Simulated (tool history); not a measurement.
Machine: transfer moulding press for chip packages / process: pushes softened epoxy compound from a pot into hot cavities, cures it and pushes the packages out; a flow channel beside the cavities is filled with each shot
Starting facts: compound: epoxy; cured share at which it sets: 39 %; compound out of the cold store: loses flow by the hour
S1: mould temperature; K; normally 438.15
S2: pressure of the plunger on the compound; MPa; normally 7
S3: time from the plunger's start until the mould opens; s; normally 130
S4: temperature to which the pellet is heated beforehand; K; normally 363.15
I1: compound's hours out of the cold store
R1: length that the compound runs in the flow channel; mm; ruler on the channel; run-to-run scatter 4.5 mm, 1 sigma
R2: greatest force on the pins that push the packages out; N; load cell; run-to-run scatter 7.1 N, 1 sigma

run	day	S1	S2	S3	S4	I1	R1	R2
1	0	438.15	7	130	363.15	18.6	757	296
2	0.388	438.15	7	130	363.15	41.3	720	299
3	0.796	438.15	5.77	130	363.15	35.1	669	293
4	1.192	438.15	5.77	130	363.15	42.9	654	289
5	1.917	438.15	5.77	130	363.15	29.2	679	301
6	2.633	438.15	7	130	363.15	12.1	776	296
7	3.058	438.15	7	130	369.15	41.5	719	280
8	3.867	438.15	7	130	363.15	37.1	718	287
9	4.308	438.15	7	130	363.15	25.1	751	299
10	5.108	438.15	7	130	363.15	44.6	721	292
11	5.546	438.15	6.22	130	363.15	18	711	290
12	6.229	438.15	7.18	130	363.15	40.4	728	289
13	6.946	443.15	6.73	114	367.15	18.4	742	280
14	7.771	439.15	5.86	152	353.15	46.5	663	235
15	8.167	438.15	8.5	167	363.15	47	790	240
16	8.908	435.15	6.56	155	367.15	21.7	743	270
17	9.404	435.15	6.56	155	367.15	33.6	715	262
18	10.125	435.15	6.56	155	367.15	31.2	724	256
19	10.788	435.15	7.34	155	367.15	26.5	782	255
20	11.504	438.15	7	126	363.15	16.3	765	314
21	12.162	438.15	7	130	372.15	45.8	706	282
22	13.021	433.15	7	130	372.15	46.4	717	386

Removed from this log: 5 entries logged between the listed runs. Between which two listed runs does each belong, and how does the tool's hidden state at the listed run before it compare with that at the listed run after it?
Runs 5 to 6: cavities cleaned with cleaning compound and waxed (day 2.467)
  pressure that reaches the compound, % of what is set: 99.93 -> 99.91; grip of the stained cavities, % over clean ones': 1.4 -> 0.2
Runs 9 to 10: cavities cleaned with cleaning compound and waxed (day 5.083)
  pressure that reaches the compound, % of what is set: 99.87 -> 99.85; grip of the stained cavities, % over clean ones': 1.3 -> 0
Runs 13 to 14: cavities cleaned with cleaning compound and waxed (day 7.667)
  pressure that reaches the compound, % of what is set: 99.79 -> 99.77; grip of the stained cavities, % over clean ones': 1.3 -> 0.1
Runs 18 to 19: cavities cleaned with cleaning compound and waxed (day 10.229)
  pressure that reaches the compound, % of what is set: 99.71 -> 99.69; grip of the stained cavities, % over clean ones': 1.6 -> 0.6
Runs 21 to 22: cavities cleaned with cleaning compound and waxed (day 12.85)
  pressure that reaches the compound, % of what is set: 99.65 -> 99.63; grip of the stained cavities, % over clean ones': 1.4 -> 0.2
